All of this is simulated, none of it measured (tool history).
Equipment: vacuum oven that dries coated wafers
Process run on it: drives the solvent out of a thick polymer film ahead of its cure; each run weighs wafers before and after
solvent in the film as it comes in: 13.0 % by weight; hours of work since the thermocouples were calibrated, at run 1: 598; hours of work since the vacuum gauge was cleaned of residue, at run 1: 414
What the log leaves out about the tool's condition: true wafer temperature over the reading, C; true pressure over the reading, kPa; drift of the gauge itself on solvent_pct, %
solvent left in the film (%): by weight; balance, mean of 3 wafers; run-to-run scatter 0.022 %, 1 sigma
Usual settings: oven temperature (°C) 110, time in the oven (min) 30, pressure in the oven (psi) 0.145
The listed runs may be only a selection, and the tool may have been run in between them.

run	day	oven temperature (°C)	time in the oven (min)	pressure in the oven (psi)	hours of work since the thermocouples were calibrated	hours of work since the vacuum gauge was cleaned of residue	solvent left in the film (%)
1	0	110	30	0.145	598	414	0.75
2	2.588	110	30	0.145	641	457	0.77
3	4.767	110	30	0.145	677	493	0.78
# day 8.096: oven's thermocouples calibrated
4	8.783	110	46	0.145	11	558	0.45
5	11.117	110	46	0.145	50	597	0.44
6	14.525	110	46	0.389	107	653	0.99
7	16.979	110	35	0.389	147	694	1.17
8	19.842	110	30	0.145	195	741	0.79
9	23.358	110	30	0.145	253	800	0.8
10	27.167	118	30	0.145	316	863	0.32
11	30.208	118	30	0.145	367	913	0.35
12	33.212	110	30	0.145	416	963	0.8
13	36.246	117	26	0.574	467	1013	1.19
14	40.338	102	16	0.255	535	1081	4.22
15	42.792	115	16	0.102	575	1122	1.27
# day 43.212: vacuum gauge cleaned of residue and calibrated
16	46.258	97	22	0.145	632	51	4.09
17	48.138	121	26	0.197	663	82	0.45
18	51.896	121	26	0.197	725	144	0.41
# day 52.2: oven's thermocouples calibrated
19	54.917	104	33	0.077	45	193	1.3
# day 55.325: vacuum gauge cleaned of residue and calibrated, once more
20	58.383	104	33	0.077	102	51	1.19
21	61.212	96	17	0.145	148	98	5.27
22	64.512	109	32	0.145	203	152	0.77
23	67.4	110	40	0.154	251	200	0.51

Measured minus without-hidden-state, run by run (identical run-to-run variation in each term; gauge scatter may differ):
run	solvent left in the film (%)
1	+0.01
2	+0.01
3	+0.01
4	+0.03
5	+0.03
6	+0.03
7	+0.03
8	+0.02
9	+0.02
10	+0.03
11	+0.03
12	+0.02
13	+0.02
14	-0.05
15	-0.02
16	+0
17	+0.07
18	+0.07
19	+0.16
20	+0
21	+0
22	+0
23	+0.01
